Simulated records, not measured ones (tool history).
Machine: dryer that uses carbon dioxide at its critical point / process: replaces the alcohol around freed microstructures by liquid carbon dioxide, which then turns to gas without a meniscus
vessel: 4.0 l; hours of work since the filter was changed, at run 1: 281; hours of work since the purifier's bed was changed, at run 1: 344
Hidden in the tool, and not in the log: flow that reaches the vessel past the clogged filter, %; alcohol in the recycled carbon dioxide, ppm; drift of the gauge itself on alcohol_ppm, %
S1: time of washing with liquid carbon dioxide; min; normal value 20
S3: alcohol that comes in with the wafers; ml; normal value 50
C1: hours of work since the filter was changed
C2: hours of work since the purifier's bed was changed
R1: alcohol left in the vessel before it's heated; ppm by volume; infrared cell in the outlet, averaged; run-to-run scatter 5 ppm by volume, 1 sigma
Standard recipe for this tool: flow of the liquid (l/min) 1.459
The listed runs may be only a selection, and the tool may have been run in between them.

run 1 day=0 | S1=20 flow_of_the_liquid_(l/min)=1.459 S3=50 | C1=281 C2=344 | R1=134
run 2 day=0.871 | S1=20 flow_of_the_liquid_(l/min)=1.459 S3=50 | C1=289 C2=352 | R1=146
run 3 day=1.992 | S1=20 flow_of_the_liquid_(l/min)=1.459 S3=50 | C1=301 C2=363 | R1=148
-- day=2.688 inlet filter changed
run 4 day=3.054 | S1=20 flow_of_the_liquid_(l/min)=1.459 S3=35 | C1=4 C2=374 | R1=138
run 5 day=3.892 | S1=20 flow_of_the_liquid_(l/min)=1.459 S3=35 | C1=12 C2=382 | R1=135
run 6 day=5.062 | S1=20 flow_of_the_liquid_(l/min)=1.459 S3=35 | C1=24 C2=394 | R1=141
run 7 day=5.842 | S1=20 flow_of_the_liquid_(l/min)=1.459 S3=35 | C1=32 C2=402 | R1=136
run 8 day=7.133 | S1=15 flow_of_the_liquid_(l/min)=1.459 S3=35 | C1=44 C2=414 | R1=185
run 9 day=8.042 | S1=15 flow_of_the_liquid_(l/min)=1.459 S3=35 | C1=54 C2=424 | R1=184
run 10 day=9.125 | S1=15 flow_of_the_liquid_(l/min)=1.44 S3=71 | C1=64 C2=434 | R1=251
run 11 day=9.888 | S1=20 flow_of_the_liquid_(l/min)=1.71 S3=37 | C1=72 C2=442 | R1=156
run 12 day=10.646 | S1=13 flow_of_the_liquid_(l/min)=0.99 S3=50 | C1=80 C2=450 | R1=796
run 13 day=11.383 | S1=20 flow_of_the_liquid_(l/min)=1.98 S3=50 | C1=87 C2=457 | R1=155

Across each entry between runs, compare the hidden state at the last listed run before it with the hidden state at the first listed run after it:
Run 3 -> run 4: inlet filter changed (day 2.688)
  flow that reaches the vessel past the clogged filter, %: 86.9 -> 99.6; alcohol in the recycled carbon dioxide, ppm: 120.7 -> 124.3
  what was measured, less what the result would be without the hidden state, R1: +129 -> +118 ppm by volume

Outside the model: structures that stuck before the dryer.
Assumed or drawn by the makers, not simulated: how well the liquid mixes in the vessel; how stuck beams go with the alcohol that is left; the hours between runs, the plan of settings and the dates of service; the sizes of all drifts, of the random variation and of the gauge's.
